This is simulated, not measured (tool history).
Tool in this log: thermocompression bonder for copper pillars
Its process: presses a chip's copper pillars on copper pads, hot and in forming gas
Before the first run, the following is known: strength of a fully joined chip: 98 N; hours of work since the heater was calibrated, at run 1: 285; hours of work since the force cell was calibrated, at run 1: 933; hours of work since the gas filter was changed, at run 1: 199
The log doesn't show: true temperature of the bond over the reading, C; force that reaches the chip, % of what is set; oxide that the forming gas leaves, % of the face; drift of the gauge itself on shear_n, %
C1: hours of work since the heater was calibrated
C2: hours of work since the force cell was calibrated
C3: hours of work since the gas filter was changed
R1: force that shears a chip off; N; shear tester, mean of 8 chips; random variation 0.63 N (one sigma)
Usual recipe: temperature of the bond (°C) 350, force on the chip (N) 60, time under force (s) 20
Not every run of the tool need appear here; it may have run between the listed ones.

Run 1, hour 0.0: usual settings; C1 285; C2 933; C3 199. Result: R1 67.4 N.
Run 2, hour 43.1: usual settings but time under force (s) 34; C1 308; C2 956; C3 222. Result: R1 77.7 N.
Run 3, hour 80.1: usual settings but time under force (s) 34; C1 328; C2 976; C3 243. Result: R1 77.6 N.
Run 4, hour 107.0: usual settings but temperature of the bond (°C) 338; C1 343; C2 991; C3 257. Result: R1 61.9 N.
Run 5, hour 149.5: usual settings but temperature of the bond (°C) 338; C1 366; C2 1014; C3 280. Result: R1 61.1 N.
Run 6, hour 169.7: usual settings; C1 377; C2 1025; C3 292. Result: R1 68.7 N.
Run 7, hour 191.9: usual settings; C1 389; C2 1037; C3 304. Result: R1 68.0 N.
Run 8, hour 225.5: usual settings; C1 408; C2 1056; C3 322. Result: R1 67.8 N.
Run 9, hour 272.0: usual settings; C1 433; C2 1081; C3 347. Result: R1 68.3 N.
Run 10, hour 300.3: usual settings; C1 449; C2 1097; C3 363. Result: R1 68.1 N.
Run 11, hour 343.3: usual settings; C1 472; C2 1120; C3 386. Result: R1 67.6 N.
Run 12, hour 367.4: usual settings; C1 485; C2 1133; C3 400. Result: R1 68.4 N.
Run 13, hour 405.2: usual settings; C1 506; C2 1154; C3 420. Result: R1 68.0 N.
Run 14, hour 438.7: usual settings; C1 524; C2 1172; C3 438. Result: R1 68.6 N.
Run 15, hour 467.3: usual settings; C1 540; C2 1188; C3 454. Result: R1 68.1 N.
Run 16, hour 506.5: usual settings; C1 561; C2 1209; C3 476. Result: R1 68.0 N.
At hour 542.7: forming gas filter changed.
Run 17, hour 544.0: usual settings; C1 582; C2 1230; C3 1. Result: R1 68.0 N.
Run 18, hour 590.4: usual settings; C1 607; C2 1255; C3 26. Result: R1 68.4 N.
At hour 610.6: heater calibrated with a thermocouple chip.
Run 19, hour 618.0: usual settings; C1 4; C2 1269; C3 40. Result: R1 68.4 N.
Run 20, hour 662.0: usual settings; C1 28; C2 1293; C3 64. Result: R1 68.1 N.
Run 21, hour 689.0: usual settings but temperature of the bond (°C) 325, force on the chip (N) 47, time under force (s) 45; C1 43; C2 1308; C3 79. Result: R1 59.8 N.
Run 22, hour 713.6: usual settings but temperature of the bond (°C) 338, force on the chip (N) 80, time under force (s) 26; C1 56; C2 1321; C3 92. Result: R1 76.1 N.
Run 23, hour 743.5: usual settings but temperature of the bond (°C) 338, force on the chip (N) 80, time under force (s) 26; C1 73; C2 1337; C3 109. Result: R1 75.9 N.
Run 24, hour 785.5: usual settings but temperature of the bond (°C) 355, time under force (s) 19; C1 96; C2 1360; C3 132. Result: R1 68.8 N.
Run 25, hour 822.7: usual settings but temperature of the bond (°C) 355, time under force (s) 19; C1 116; C2 1381; C3 152. Result: R1 69.7 N.
Run 26, hour 858.4: usual settings but temperature of the bond (°C) 348, force on the chip (N) 74, time under force (s) 41; C1 135; C2 1400; C3 171. Result: R1 85.7 N.
Run 27, hour 902.4: usual settings but force on the chip (N) 61, time under force (s) 19; C1 159; C2 1424; C3 195. Result: R1 67.0 N.
Run 28, hour 930.7: usual settings but force on the chip (N) 61, time under force (s) 19; C1 175; C2 1440; C3 211. Result: R1 67.4 N.
Run 29, hour 959.6: usual settings but force on the chip (N) 61, time under force (s) 19; C1 191; C2 1455; C3 227. Result: R1 68.1 N.
Run 30, hour 989.7: usual settings but temperature of the bond (°C) 376, force on the chip (N) 41; C1 207; C2 1472; C3 243. Result: R1 67.3 N.
Run 31, hour 1015.8: usual settings but temperature of the bond (°C) 364, time under force (s) 14; C1 221; C2 1486; C3 257. Result: R1 68.4 N.
Run 32, hour 1049.2: usual settings but temperature of the bond (°C) 375, time under force (s) 32; C1 240; C2 1504; C3 276. Result: R1 86.0 N.
Run 33, hour 1091.4: usual settings but temperature of the bond (°C) 375, time under force (s) 32; C1 263; C2 1528; C3 299. Result: R1 86.3 N.
Run 34, hour 1135.2: usual settings but temperature of the bond (°C) 329, force on the chip (N) 81; C1 287; C2 1551; C3 323. Result: R1 67.6 N.
Run 35, hour 1156.5: usual settings but temperature of the bond (°C) 329, force on the chip (N) 81; C1 298; C2 1563; C3 334. Result: R1 66.9 N.
Run 36, hour 1178.8: usual settings but temperature of the bond (°C) 367, force on the chip (N) 43, time under force (s) 15; C1 310; C2 1575; C3 346. Result: R1 58.7 N.
Run 37, hour 1219.1: usual settings but force on the chip (N) 43, time under force (s) 21; C1 332; C2 1597; C3 368. Result: R1 56.6 N.
Run 38, hour 1243.3: usual settings but temperature of the bond (°C) 337, force on the chip (N) 42, time under force (s) 38; C1 346; C2 1610; C3 382. Result: R1 59.6 N.
Run 39, hour 1267.7: usual settings but temperature of the bond (°C) 337, force on the chip (N) 42, time under force (s) 12; C1 359; C2 1624; C3 395. Result: R1 39.3 N.

Describe how what the log doesn't record of the tool's condition differs between the last listed run preceding each entry between runs and the first listed run following it.
After run 16, before run 17: forming gas filter changed (hour 542.7)
  oxide that the forming gas leaves, % of the face: 0.85 -> 0.5
After run 18, before run 19: heater calibrated with a thermocouple chip (hour 610.6)
  true temperature of the bond over the reading, C: 0.3 -> 0; oxide that the forming gas leaves, % of the face: 0.52 -> 0.53

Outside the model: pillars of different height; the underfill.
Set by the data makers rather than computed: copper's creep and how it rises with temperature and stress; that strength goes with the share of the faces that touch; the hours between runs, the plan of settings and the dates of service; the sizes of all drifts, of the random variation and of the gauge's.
